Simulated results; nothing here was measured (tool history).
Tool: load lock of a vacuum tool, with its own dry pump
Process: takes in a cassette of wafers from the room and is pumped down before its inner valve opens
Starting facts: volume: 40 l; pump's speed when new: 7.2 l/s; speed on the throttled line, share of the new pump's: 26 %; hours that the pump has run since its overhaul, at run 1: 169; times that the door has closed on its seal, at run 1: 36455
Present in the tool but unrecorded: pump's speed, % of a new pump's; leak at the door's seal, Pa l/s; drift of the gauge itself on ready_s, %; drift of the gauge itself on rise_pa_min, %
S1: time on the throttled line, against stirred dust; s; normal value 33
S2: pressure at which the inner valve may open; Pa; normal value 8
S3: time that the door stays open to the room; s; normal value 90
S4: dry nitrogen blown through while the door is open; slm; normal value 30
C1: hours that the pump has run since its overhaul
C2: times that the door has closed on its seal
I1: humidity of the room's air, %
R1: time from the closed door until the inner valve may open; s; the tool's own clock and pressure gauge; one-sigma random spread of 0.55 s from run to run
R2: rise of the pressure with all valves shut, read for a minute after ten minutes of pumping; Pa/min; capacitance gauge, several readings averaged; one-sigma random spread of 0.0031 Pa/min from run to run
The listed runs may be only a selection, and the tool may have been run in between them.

{"run": 1, "day": 0.0, "S1": 33, "S2": 8, "S3": 90, "S4": 30, "C1": 169, "C2": 36455, "I1": 45.2, "R1": 78.2, "R2": 0.057}
{"run": 2, "day": 24.533, "S1": 21, "S2": 8, "S3": 90, "S4": 30, "C1": 758, "C2": 37408, "I1": 43.4, "R1": 69.2, "R2": 0.056}
{"run": 3, "day": 49.175, "S1": 21, "S2": 8, "S3": 90, "S4": 30, "C1": 1350, "C2": 38364, "I1": 43.0, "R1": 68.3, "R2": 0.058}
{"run": 4, "day": 68.075, "S1": 21, "S2": 8, "S3": 90, "S4": 30, "C1": 1803, "C2": 39098, "I1": 42.5, "R1": 68.3, "R2": 0.052}
{"run": 5, "day": 81.179, "S1": 21, "S2": 7, "S3": 90, "S4": 30, "C1": 2118, "C2": 39606, "I1": 43.1, "R1": 68.9, "R2": 0.057}
{"run": 6, "day": 96.533, "S1": 21, "S2": 7, "S3": 90, "S4": 30, "C1": 2486, "C2": 40202, "I1": 47.3, "R1": 68.4, "R2": 0.065}
{"run": 7, "day": 113.942, "S1": 21, "S2": 7, "S3": 90, "S4": 30, "C1": 2904, "C2": 40878, "I1": 47.5, "R1": 69.6, "R2": 0.056}
{"run": 8, "day": 140.704, "S1": 21, "S2": 7, "S3": 90, "S4": 30, "C1": 3546, "C2": 41916, "I1": 48.0, "R1": 68.4, "R2": 0.059}
{"run": 9, "day": 161.467, "S1": 21, "S2": 7, "S3": 90, "S4": 30, "C1": 4044, "C2": 42722, "I1": 46.8, "R1": 69.7, "R2": 0.055}
{"run": 10, "day": 174.371, "S1": 33, "S2": 8, "S3": 90, "S4": 37, "C1": 4354, "C2": 43223, "I1": 45.9, "R1": 78.2, "R2": 0.054}
{"run": 11, "day": 190.575, "S1": 33, "S2": 8, "S3": 90, "S4": 37, "C1": 4743, "C2": 43852, "I1": 44.8, "R1": 77.8, "R2": 0.049}
{"run": 12, "day": 213.821, "S1": 33, "S2": 8, "S3": 90, "S4": 37, "C1": 5301, "C2": 44754, "I1": 45.8, "R1": 77.0, "R2": 0.052}
{"run": 13, "day": 226.462, "S1": 33, "S2": 8, "S3": 90, "S4": 37, "C1": 5604, "C2": 45245, "I1": 46.4, "R1": 77.8, "R2": 0.056}
{"run": 14, "day": 239.304, "S1": 33, "S2": 8, "S3": 90, "S4": 37, "C1": 5913, "C2": 45743, "I1": 45.9, "R1": 77.3, "R2": 0.055}
{"run": 15, "day": 258.538, "S1": 33, "S2": 8, "S3": 90, "S4": 37, "C1": 6374, "C2": 46490, "I1": 47.7, "R1": 77.6, "R2": 0.05}
{"run": 16, "day": 278.396, "S1": 33, "S2": 8, "S3": 90, "S4": 30, "C1": 6851, "C2": 47261, "I1": 44.3, "R1": 77.5, "R2": 0.055}
{"run": 17, "day": 302.45, "S1": 33, "S2": 8, "S3": 90, "S4": 6, "C1": 7428, "C2": 48194, "I1": 45.7, "R1": 78.1, "R2": 0.084}
{"run": 18, "day": 322.567, "S1": 57, "S2": 8, "S3": 90, "S4": 30, "C1": 7911, "C2": 48975, "I1": 44.6, "R1": 94.9, "R2": 0.062}
{"run": 19, "day": 345.917, "S1": 33, "S2": 8, "S3": 90, "S4": 30, "C1": 8471, "C2": 49881, "I1": 46.3, "R1": 78.3, "R2": 0.061}
{"run": 20, "day": 366.742, "S1": 35, "S2": 8, "S3": 90, "S4": 24, "C1": 8971, "C2": 50689, "I1": 44.6, "R1": 78.2, "R2": 0.059}
{"run": 21, "day": 385.308, "S1": 35, "S2": 8, "S3": 90, "S4": 24, "C1": 9417, "C2": 51410, "I1": 46.2, "R1": 78.9, "R2": 0.064}
{"run": 22, "day": 407.462, "S1": 35, "S2": 8, "S3": 90, "S4": 24, "C1": 9948, "C2": 52270, "I1": 43.4, "R1": 78.2, "R2": 0.055}
{"run": 23, "day": 421.729, "S1": 22, "S2": 12, "S3": 77, "S4": 11, "C1": 10291, "C2": 52824, "I1": 42.2, "R1": 66.5, "R2": 0.061}
{"run": 24, "day": 448.746, "S1": 22, "S2": 12, "S3": 77, "S4": 11, "C1": 10939, "C2": 53872, "I1": 44.9, "R1": 66.9, "R2": 0.074}
{"run": 25, "day": 472.079, "S1": 51, "S2": 8, "S3": 114, "S4": 30, "C1": 11499, "C2": 54778, "I1": 46.1, "R1": 90.8, "R2": 0.068}
{"run": 26, "day": 493.475, "S1": 51, "S2": 7, "S3": 114, "S4": 30, "C1": 12013, "C2": 55608, "I1": 45.8, "R1": 91.4, "R2": 0.065}
{"run": 27, "day": 509.775, "S1": 52, "S2": 9, "S3": 33, "S4": 17, "C1": 12404, "C2": 56241, "I1": 45.6, "R1": 90.6, "R2": 0.035}
{"run": 28, "day": 533.492, "S1": 52, "S2": 9, "S3": 33, "S4": 17, "C1": 12973, "C2": 57161, "I1": 45.9, "R1": 91.4, "R2": 0.035}
{"run": 29, "day": 551.712, "S1": 17, "S2": 9, "S3": 33, "S4": 16, "C1": 13410, "C2": 57869, "I1": 45.7, "R1": 64.7, "R2": 0.034}
{"run": 30, "day": 573.954, "S1": 26, "S2": 9, "S3": 33, "S4": 4, "C1": 13944, "C2": 58732, "I1": 45.1, "R1": 71.1, "R2": 0.047}
{"run": 31, "day": 600.038, "S1": 33, "S2": 10, "S3": 204, "S4": 30, "C1": 14570, "C2": 59744, "I1": 42.0, "R1": 76.9, "R2": 0.092}
{"run": 32, "day": 626.025, "S1": 33, "S2": 10, "S3": 228, "S4": 5, "C1": 15194, "C2": 60753, "I1": 43.4, "R1": 76.6, "R2": 0.172}
{"run": 33, "day": 642.458, "S1": 33, "S2": 10, "S3": 228, "S4": 5, "C1": 15588, "C2": 61391, "I1": 43.2, "R1": 75.5, "R2": 0.161}
{"run": 34, "day": 665.15, "S1": 33, "S2": 7, "S3": 228, "S4": 5, "C1": 16133, "C2": 62271, "I1": 43.1, "R1": 78.1, "R2": 0.165}
{"run": 35, "day": 682.133, "S1": 33, "S2": 7, "S3": 228, "S4": 5, "C1": 16541, "C2": 62931, "I1": 46.7, "R1": 78.4, "R2": 0.173}
{"run": 36, "day": 698.283, "S1": 21, "S2": 8, "S3": 90, "S4": 7, "C1": 16928, "C2": 63558, "I1": 43.0, "R1": 68.7, "R2": 0.081}
{"run": 37, "day": 711.225, "S1": 16, "S2": 8, "S3": 101, "S4": 19, "C1": 17239, "C2": 64060, "I1": 41.4, "R1": 64.6, "R2": 0.071}

Consider 4 possible next runs. They are alternatives, not a sequence: every one starts from the tool as it was left by run 37. What does each give?
{"run": "A", "day": 724.462, "S1": 57, "S2": 8, "S3": 120, "S4": 15, "C1": 17556, "C2": 64574, "I1": 48.6, "R1": "?", "R2": "?"}
{"run": "B", "day": 724.462, "S1": 30, "S2": 8, "S3": 111, "S4": 11, "C1": 17556, "C2": 64574, "I1": 47.8, "R1": "?", "R2": "?"}
{"run": "C", "day": 724.462, "S1": 53, "S2": 8, "S3": 101, "S4": 18, "C1": 17556, "C2": 64574, "I1": 42.1, "R1": "?", "R2": "?"}
{"run": "D", "day": 724.462, "S1": 33, "S2": 8, "S3": 90, "S4": 8, "C1": 17556, "C2": 64574, "I1": 49.0, "R1": "?", "R2": "?"}

run=A R1=95.0 R2=0.097
run=B R1=76.0 R2=0.091
run=C R1=92.8 R2=0.074
run=D R1=77.2 R2=0.092
Had the tool no hidden state, the same runs would have come out as:
run=A R1=95.0 R2=0.096
run=B R1=76.0 R2=0.091
run=C R1=92.8 R2=0.073
run=D R1=77.2 R2=0.091
